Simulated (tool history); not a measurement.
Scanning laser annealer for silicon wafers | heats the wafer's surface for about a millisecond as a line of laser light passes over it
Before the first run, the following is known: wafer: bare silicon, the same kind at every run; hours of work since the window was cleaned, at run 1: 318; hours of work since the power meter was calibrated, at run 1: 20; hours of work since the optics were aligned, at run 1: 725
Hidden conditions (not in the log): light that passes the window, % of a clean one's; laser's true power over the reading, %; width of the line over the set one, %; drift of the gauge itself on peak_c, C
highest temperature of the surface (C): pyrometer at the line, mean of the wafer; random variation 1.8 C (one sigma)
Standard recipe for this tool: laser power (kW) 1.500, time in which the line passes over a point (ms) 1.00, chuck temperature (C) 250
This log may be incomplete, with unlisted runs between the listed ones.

run,hour,laser power (kW),time in which the line passes over a point (ms),chuck temperature (C),hours of work since the window was cleaned,hours of work since the power meter was calibrated,hours of work since the optics were aligned,highest temperature of the surface (C)
1,0.0,1.500,1.00,250,318,20,725,991
2,15.3,1.500,1.01,250,328,31,736,996
3,44.6,1.500,0.93,250,348,51,756,971
4,57.4,1.500,1.00,250,357,60,764,995
5,78.2,1.500,1.00,250,371,74,779,992
6,100.7,1.500,1.00,250,387,89,794,992
# hour 109.2: window over the wafer cleaned
7,129.9,1.500,1.00,229,14,108,813,973
8,144.4,1.500,1.00,229,24,118,823,973
9,162.1,1.500,1.00,229,36,130,835,974
10,184.1,1.421,1.00,229,51,145,850,925
11,207.5,1.500,1.00,256,68,161,866,1002
12,225.6,1.542,0.87,219,80,174,879,942
13,237.6,1.546,1.19,250,88,182,887,1078
14,252.6,1.462,0.93,256,99,192,897,955
15,276.0,1.462,0.93,256,115,208,913,957
16,304.5,1.462,0.93,256,134,228,933,958
17,334.0,1.462,0.85,256,154,248,953,928
# hour 354.5: optics aligned, line set to its width
18,364.9,1.462,0.85,256,172,266,7,931
19,385.6,1.502,0.78,268,186,280,21,939
20,405.6,1.502,0.78,268,200,294,35,942
21,418.0,1.490,1.01,272,209,302,44,1013

What if the next run were any one of these 5? Each begins from the tool's condition after run 21:
A,444.1,1.475,1.01,272,227,320,62,?
B,444.1,1.517,1.01,272,227,320,62,?
C,444.1,1.376,1.02,252,227,320,62,?
D,444.1,1.394,1.01,272,227,320,62,?
E,444.1,1.330,1.21,216,227,320,62,?

run,highest temperature of the surface (C)
A,1006
B,1026
C,932
D,956
E,911
With no hidden state in the tool, these same runs would have given:
run,highest temperature of the surface (C)
A,1006
B,1026
C,932
D,956
E,911
